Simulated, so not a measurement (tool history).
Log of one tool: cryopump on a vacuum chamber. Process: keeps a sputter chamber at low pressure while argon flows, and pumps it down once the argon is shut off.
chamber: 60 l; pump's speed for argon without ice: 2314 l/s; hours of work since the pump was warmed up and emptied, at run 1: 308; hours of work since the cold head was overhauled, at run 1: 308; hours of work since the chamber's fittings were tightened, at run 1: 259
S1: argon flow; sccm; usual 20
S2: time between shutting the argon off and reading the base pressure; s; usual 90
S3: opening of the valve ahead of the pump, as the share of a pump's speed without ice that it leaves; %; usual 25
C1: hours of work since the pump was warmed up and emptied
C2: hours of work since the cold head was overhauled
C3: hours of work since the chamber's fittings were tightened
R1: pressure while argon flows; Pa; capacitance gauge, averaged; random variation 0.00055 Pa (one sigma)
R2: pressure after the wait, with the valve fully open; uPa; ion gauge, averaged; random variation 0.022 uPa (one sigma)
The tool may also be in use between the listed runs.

| run | hour | S1 | S2 | S3 | C1 | C2 | C3 | R1 | R2 |
|---|---|---|---|---|---|---|---|---|---|
| 1 | 0 | 20 | 90 | 25 | 308 | 308 | 259 | 0.0601 | 0.59 |
| 2 | 7.3 | 20 | 90 | 25 | 314 | 314 | 265 | 0.0606 | 0.61 |
| 3 | 14.8 | 20 | 90 | 18 | 321 | 321 | 271 | 0.0828 | 0.64 |
| 4 | 24.6 | 14 | 90 | 18 | 329 | 329 | 279 | 0.0584 | 0.59 |
| 5 | 33.5 | 17 | 90 | 18 | 336 | 336 | 286 | 0.072 | 0.63 |
| 6 | 41.8 | 20 | 58 | 25 | 343 | 343 | 293 | 0.0605 | 0.83 |
| 7 | 54.1 | 20 | 90 | 32 | 354 | 354 | 304 | 0.0474 | 0.61 |
| 8 | 64.2 | 30 | 90 | 32 | 362 | 362 | 312 | 0.0726 | 0.62 |
| 9 | 77.2 | 19 | 51 | 25 | 373 | 373 | 323 | 0.0578 | 0.92 |
| 10 | 85 | 22 | 53 | 25 | 379 | 379 | 329 | 0.0667 | 0.96 |
| 11 | 94.4 | 22 | 53 | 25 | 387 | 387 | 337 | 0.0667 | 0.92 |
| 12 | 103.2 | 22 | 53 | 25 | 394 | 394 | 345 | 0.0668 | 0.86 |
| 13 | 114.1 | 26 | 90 | 28 | 404 | 404 | 354 | 0.0723 | 0.63 |
| 14 | 126.8 | 22 | 46 | 26 | 414 | 414 | 364 | 0.0653 | 1.04 |

Forecast each of these 5 alternatives for the next run:
| A | 133.8 | 20 | 56 | 19 | 420 | 420 | 370 | ? | ? |
| B | 133.8 | 17 | 90 | 25 | 420 | 420 | 370 | ? | ? |
| C | 133.8 | 16 | 46 | 47 | 420 | 420 | 370 | ? | ? |
| D | 133.8 | 31 | 20 | 23 | 420 | 420 | 370 | ? | ? |
| E | 133.8 | 32 | 93 | 50 | 420 | 420 | 370 | ? | ? |

| run | R1 | R2 |
|---|---|---|
| A | 0.0796 | 0.88 |
| B | 0.0524 | 0.63 |
| C | 0.0272 | 1.04 |
| D | 0.1026 | 1.99 |
| E | 0.0508 | 0.65 |
Without the tool's hidden state the same runs would have given:
| run | R1 | R2 |
|---|---|---|
| A | 0.0765 | 0.77 |
| B | 0.0498 | 0.52 |
| C | 0.0248 | 0.93 |
| D | 0.0978 | 1.88 |
| E | 0.0459 | 0.54 |
